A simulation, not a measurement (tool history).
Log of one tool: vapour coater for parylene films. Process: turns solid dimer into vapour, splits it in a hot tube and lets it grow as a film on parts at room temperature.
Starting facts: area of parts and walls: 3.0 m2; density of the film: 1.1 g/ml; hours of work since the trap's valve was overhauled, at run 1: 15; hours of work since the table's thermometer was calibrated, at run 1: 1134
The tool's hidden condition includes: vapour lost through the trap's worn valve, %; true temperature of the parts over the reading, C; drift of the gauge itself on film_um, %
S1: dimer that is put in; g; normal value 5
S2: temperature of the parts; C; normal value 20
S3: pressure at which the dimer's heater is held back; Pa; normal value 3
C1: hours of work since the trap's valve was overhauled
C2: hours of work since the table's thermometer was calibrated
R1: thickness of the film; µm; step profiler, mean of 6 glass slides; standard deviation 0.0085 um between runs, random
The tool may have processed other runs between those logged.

| run | hour | S1 | S2 | S3 | C1 | C2 | R1 |
|---|---|---|---|---|---|---|---|
| 1 | 0 | 5 | 20 | 3 | 15 | 1134 | 1.286 |
| 2 | 17 | 5 | 13 | 3 | 27 | 1147 | 1.475 |
| 3 | 52.2 | 5 | 20 | 3 | 53 | 1173 | 1.304 |
| 4 | 88.8 | 5 | 20 | 11.5 | 81 | 1200 | 0.966 |
| 5 | 126.9 | 5 | 20 | 3 | 109 | 1228 | 1.279 |
| 6 | 160.6 | 5 | 20 | 8.46 | 134 | 1253 | 1.015 |
| 7 | 190.6 | 5 | 20 | 7.27 | 156 | 1276 | 1.058 |
| 8 | 213.6 | 5 | 20 | 7.27 | 173 | 1293 | 1.058 |
| 9 | 245.5 | 5 | 20 | 3 | 197 | 1316 | 1.28 |
| 10 | 283.8 | 5 | 20 | 3 | 225 | 1345 | 1.259 |
| 11 | 308.5 | 5 | 17 | 3 | 244 | 1363 | 1.393 |
| 12 | 340.6 | 5 | 17 | 3 | 267 | 1387 | 1.405 |
| 13 | 364.3 | 3 | 13 | 3 | 285 | 1404 | 0.841 |
| 14 | 400.8 | 3 | 20 | 6.46 | 312 | 1431 | 0.638 |
|  | 427.1 | trap's valve overhauled |
| 15 | 428.9 | 3 | 20 | 6.46 | 1 | 1449 | 0.657 |
| 16 | 450.9 | 2 | 15 | 4.46 | 18 | 1466 | 0.568 |
| 17 | 480.5 | 3 | 12 | 2.2 | 40 | 1488 | 0.894 |
| 18 | 514.6 | 3 | 12 | 2.2 | 65 | 1513 | 0.887 |
| 19 | 539.8 | 3 | 12 | 2.2 | 84 | 1532 | 0.876 |
| 20 | 557.7 | 3 | 20 | 3 | 97 | 1545 | 0.782 |
| 21 | 596.1 | 4 | 20 | 2.49 | 125 | 1573 | 1.058 |
| 22 | 621.7 | 3 | 19 | 2.29 | 144 | 1592 | 0.842 |

Each row is a separate what-if for the run after 22, all from the same tool condition, not one after another. Results?
| A | 650.5 | 4 | 20 | 3 | 166 | 1614 | ? |
| B | 650.5 | 9 | 21 | 2.29 | 166 | 1614 | ? |
| C | 650.5 | 3 | 21 | 2.29 | 166 | 1614 | ? |

| run | R1 |
|---|---|
| A | 1.012 |
| B | 2.353 |
| C | 0.786 |
Without the tool's unlogged condition, the same runs would have read:
| run | R1 |
|---|---|
| A | 1.005 |
| B | 2.338 |
| C | 0.782 |

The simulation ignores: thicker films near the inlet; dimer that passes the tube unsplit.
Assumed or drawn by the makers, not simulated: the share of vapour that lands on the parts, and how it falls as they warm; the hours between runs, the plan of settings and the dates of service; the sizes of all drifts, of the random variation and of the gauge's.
